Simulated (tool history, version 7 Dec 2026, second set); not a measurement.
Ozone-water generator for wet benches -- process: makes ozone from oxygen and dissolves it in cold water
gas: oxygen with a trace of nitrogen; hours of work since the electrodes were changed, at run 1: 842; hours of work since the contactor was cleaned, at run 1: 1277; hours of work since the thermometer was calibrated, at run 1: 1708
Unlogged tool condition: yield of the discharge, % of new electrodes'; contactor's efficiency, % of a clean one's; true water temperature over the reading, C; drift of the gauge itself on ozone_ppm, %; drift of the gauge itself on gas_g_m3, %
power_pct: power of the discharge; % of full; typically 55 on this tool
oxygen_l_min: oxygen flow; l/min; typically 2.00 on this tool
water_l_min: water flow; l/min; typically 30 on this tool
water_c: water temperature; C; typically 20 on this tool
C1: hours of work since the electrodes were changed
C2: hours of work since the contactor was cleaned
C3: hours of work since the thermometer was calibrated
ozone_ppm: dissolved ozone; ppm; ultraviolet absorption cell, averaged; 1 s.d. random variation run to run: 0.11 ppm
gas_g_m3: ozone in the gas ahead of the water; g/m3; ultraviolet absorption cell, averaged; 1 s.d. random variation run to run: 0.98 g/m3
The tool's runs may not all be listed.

{"run": 1, "hour": 0.0, "power_pct": 55, "oxygen_l_min": 2.0, "water_l_min": 30, "water_c": 20, "C1": 842, "C2": 1277, "C3": 1708, "ozone_ppm": 6.1, "gas_g_m3": 169.1}
{"run": 2, "hour": 52.0, "power_pct": 55, "oxygen_l_min": 2.0, "water_l_min": 30, "water_c": 20, "C1": 887, "C2": 1322, "C3": 1753, "ozone_ppm": 6.4, "gas_g_m3": 168.7}
{"run": 3, "hour": 92.7, "power_pct": 55, "oxygen_l_min": 2.0, "water_l_min": 30, "water_c": 20, "C1": 922, "C2": 1357, "C3": 1788, "ozone_ppm": 6.3, "gas_g_m3": 170.4}
{"run": 4, "hour": 123.8, "power_pct": 55, "oxygen_l_min": 2.0, "water_l_min": 30, "water_c": 20, "C1": 949, "C2": 1384, "C3": 1815, "ozone_ppm": 6.4, "gas_g_m3": 168.8}
{"run": 5, "hour": 176.6, "power_pct": 55, "oxygen_l_min": 2.0, "water_l_min": 30, "water_c": 20, "C1": 994, "C2": 1430, "C3": 1860, "ozone_ppm": 6.4, "gas_g_m3": 168.7}
{"run": 6, "hour": 219.5, "power_pct": 55, "oxygen_l_min": 2.0, "water_l_min": 39, "water_c": 20, "C1": 1031, "C2": 1467, "C3": 1897, "ozone_ppm": 4.4, "gas_g_m3": 168.4}
{"run": 7, "hour": 253.2, "power_pct": 55, "oxygen_l_min": 2.0, "water_l_min": 30, "water_c": 20, "C1": 1060, "C2": 1496, "C3": 1927, "ozone_ppm": 6.2, "gas_g_m3": 169.3}
{"run": 8, "hour": 288.2, "power_pct": 55, "oxygen_l_min": 2.0, "water_l_min": 30, "water_c": 26, "C1": 1091, "C2": 1526, "C3": 1957, "ozone_ppm": 6.1, "gas_g_m3": 168.8}
{"run": 9, "hour": 321.9, "power_pct": 55, "oxygen_l_min": 2.0, "water_l_min": 21, "water_c": 20, "C1": 1120, "C2": 1555, "C3": 1986, "ozone_ppm": 9.3, "gas_g_m3": 170.6}
{"run": 10, "hour": 349.4, "power_pct": 55, "oxygen_l_min": 2.78, "water_l_min": 30, "water_c": 20, "C1": 1144, "C2": 1579, "C3": 2010, "ozone_ppm": 7.1, "gas_g_m3": 146.5}
{"run": 11, "hour": 383.5, "power_pct": 55, "oxygen_l_min": 2.78, "water_l_min": 30, "water_c": 20, "C1": 1173, "C2": 1609, "C3": 2039, "ozone_ppm": 7.2, "gas_g_m3": 148.7}
{"run": 12, "hour": 411.5, "power_pct": 55, "oxygen_l_min": 2.0, "water_l_min": 30, "water_c": 20, "C1": 1197, "C2": 1633, "C3": 2063, "ozone_ppm": 6.4, "gas_g_m3": 171.2}
{"run": 13, "hour": 464.1, "power_pct": 55, "oxygen_l_min": 2.0, "water_l_min": 30, "water_c": 20, "C1": 1243, "C2": 1678, "C3": 2109, "ozone_ppm": 6.4, "gas_g_m3": 172.0}
{"run": 14, "hour": 490.9, "power_pct": 55, "oxygen_l_min": 2.0, "water_l_min": 30, "water_c": 25, "C1": 1266, "C2": 1701, "C3": 2132, "ozone_ppm": 6.2, "gas_g_m3": 169.6}
{"run": 15, "hour": 536.2, "power_pct": 55, "oxygen_l_min": 2.0, "water_l_min": 30, "water_c": 23, "C1": 1305, "C2": 1740, "C3": 2171, "ozone_ppm": 6.3, "gas_g_m3": 170.4}
{"run": 16, "hour": 569.2, "power_pct": 55, "oxygen_l_min": 2.0, "water_l_min": 30, "water_c": 20, "C1": 1333, "C2": 1769, "C3": 2200, "ozone_ppm": 6.4, "gas_g_m3": 170.1}
{"run": 17, "hour": 609.4, "power_pct": 55, "oxygen_l_min": 2.0, "water_l_min": 30, "water_c": 20, "C1": 1368, "C2": 1804, "C3": 2234, "ozone_ppm": 6.4, "gas_g_m3": 170.9}
{"run": 18, "hour": 662.4, "power_pct": 52, "oxygen_l_min": 1.09, "water_l_min": 37, "water_c": 15, "C1": 1414, "C2": 1850, "C3": 2280, "ozone_ppm": 3.4, "gas_g_m3": 213.6}
{"run": 19, "hour": 712.2, "power_pct": 63, "oxygen_l_min": 2.0, "water_l_min": 30, "water_c": 27, "C1": 1457, "C2": 1893, "C3": 2323, "ozone_ppm": 6.7, "gas_g_m3": 189.4}
{"hour": 724.8, "done": "contactor cleaned"}
{"run": 20, "hour": 744.0, "power_pct": 63, "oxygen_l_min": 2.0, "water_l_min": 30, "water_c": 27, "C1": 1481, "C2": 17, "C3": 2347, "ozone_ppm": 6.6, "gas_g_m3": 188.9}
{"run": 21, "hour": 776.4, "power_pct": 55, "oxygen_l_min": 2.0, "water_l_min": 25, "water_c": 20, "C1": 1509, "C2": 45, "C3": 2375, "ozone_ppm": 7.7, "gas_g_m3": 172.1}
{"run": 22, "hour": 810.1, "power_pct": 55, "oxygen_l_min": 2.0, "water_l_min": 21, "water_c": 20, "C1": 1538, "C2": 74, "C3": 2404, "ozone_ppm": 9.6, "gas_g_m3": 171.7}
{"run": 23, "hour": 858.5, "power_pct": 55, "oxygen_l_min": 2.0, "water_l_min": 21, "water_c": 20, "C1": 1580, "C2": 116, "C3": 2446, "ozone_ppm": 9.7, "gas_g_m3": 170.8}
{"run": 24, "hour": 897.9, "power_pct": 55, "oxygen_l_min": 2.0, "water_l_min": 30, "water_c": 15, "C1": 1614, "C2": 150, "C3": 2480, "ozone_ppm": 6.4, "gas_g_m3": 173.7}
{"run": 25, "hour": 937.7, "power_pct": 83, "oxygen_l_min": 3.2, "water_l_min": 21, "water_c": 20, "C1": 1648, "C2": 184, "C3": 2514, "ozone_ppm": 14.6, "gas_g_m3": 191.7}
{"run": 26, "hour": 970.9, "power_pct": 55, "oxygen_l_min": 1.15, "water_l_min": 35, "water_c": 14, "C1": 1677, "C2": 213, "C3": 2543, "ozone_ppm": 4.1, "gas_g_m3": 217.5}
{"run": 27, "hour": 1011.1, "power_pct": 82, "oxygen_l_min": 2.79, "water_l_min": 28, "water_c": 28, "C1": 1712, "C2": 247, "C3": 2578, "ozone_ppm": 10.0, "gas_g_m3": 204.2}
{"hour": 1026.2, "done": "gauge calibrated"}
{"run": 28, "hour": 1037.1, "power_pct": 73, "oxygen_l_min": 1.06, "water_l_min": 28, "water_c": 14, "C1": 1734, "C2": 270, "C3": 2600, "ozone_ppm": 6.6, "gas_g_m3": 273.2}
{"run": 29, "hour": 1061.0, "power_pct": 73, "oxygen_l_min": 1.05, "water_l_min": 28, "water_c": 13, "C1": 1755, "C2": 290, "C3": 2621, "ozone_ppm": 6.7, "gas_g_m3": 271.7}
{"run": 30, "hour": 1110.0, "power_pct": 73, "oxygen_l_min": 1.05, "water_l_min": 28, "water_c": 13, "C1": 1797, "C2": 333, "C3": 2663, "ozone_ppm": 6.6, "gas_g_m3": 274.5}
{"run": 31, "hour": 1139.2, "power_pct": 73, "oxygen_l_min": 1.05, "water_l_min": 28, "water_c": 13, "C1": 1822, "C2": 358, "C3": 2688, "ozone_ppm": 6.6, "gas_g_m3": 273.8}
{"run": 32, "hour": 1171.8, "power_pct": 44, "oxygen_l_min": 1.21, "water_l_min": 25, "water_c": 22, "C1": 1851, "C2": 386, "C3": 2717, "ozone_ppm": 5.3, "gas_g_m3": 176.3}
{"run": 33, "hour": 1218.4, "power_pct": 55, "oxygen_l_min": 2.48, "water_l_min": 23, "water_c": 23, "C1": 1891, "C2": 426, "C3": 2757, "ozone_ppm": 9.2, "gas_g_m3": 154.1}

Below are 4 alternative next runs, each starting from the tool's condition after run 33. Predict each:
{"run": "A", "hour": 1259.3, "power_pct": 55, "oxygen_l_min": 1.52, "water_l_min": 30, "water_c": 20, "C1": 1926, "C2": 462, "C3": 2792, "ozone_ppm": "?", "gas_g_m3": "?"}
{"run": "B", "hour": 1259.3, "power_pct": 55, "oxygen_l_min": 1.52, "water_l_min": 30, "water_c": 20, "C1": 1926, "C2": 462, "C3": 2792, "ozone_ppm": "?", "gas_g_m3": "?"}
{"run": "C", "hour": 1259.3, "power_pct": 55, "oxygen_l_min": 1.1, "water_l_min": 30, "water_c": 17, "C1": 1926, "C2": 462, "C3": 2792, "ozone_ppm": "?", "gas_g_m3": "?"}
{"run": "D", "hour": 1259.3, "power_pct": 55, "oxygen_l_min": 2.48, "water_l_min": 46, "water_c": 23, "C1": 1926, "C2": 462, "C3": 2792, "ozone_ppm": "?", "gas_g_m3": "?"}

run=A ozone_ppm=5.6 gas_g_m3=190.0
run=B ozone_ppm=5.7 gas_g_m3=188.8
run=C ozone_ppm=5.0 gas_g_m3=216.8
run=D ozone_ppm=3.9 gas_g_m3=155.1
Without the tool's hidden state the same runs would have given:
run=A ozone_ppm=5.6 gas_g_m3=188.9
run=B ozone_ppm=5.7 gas_g_m3=187.7
run=C ozone_ppm=5.0 gas_g_m3=215.5
run=D ozone_ppm=3.9 gas_g_m3=154.2
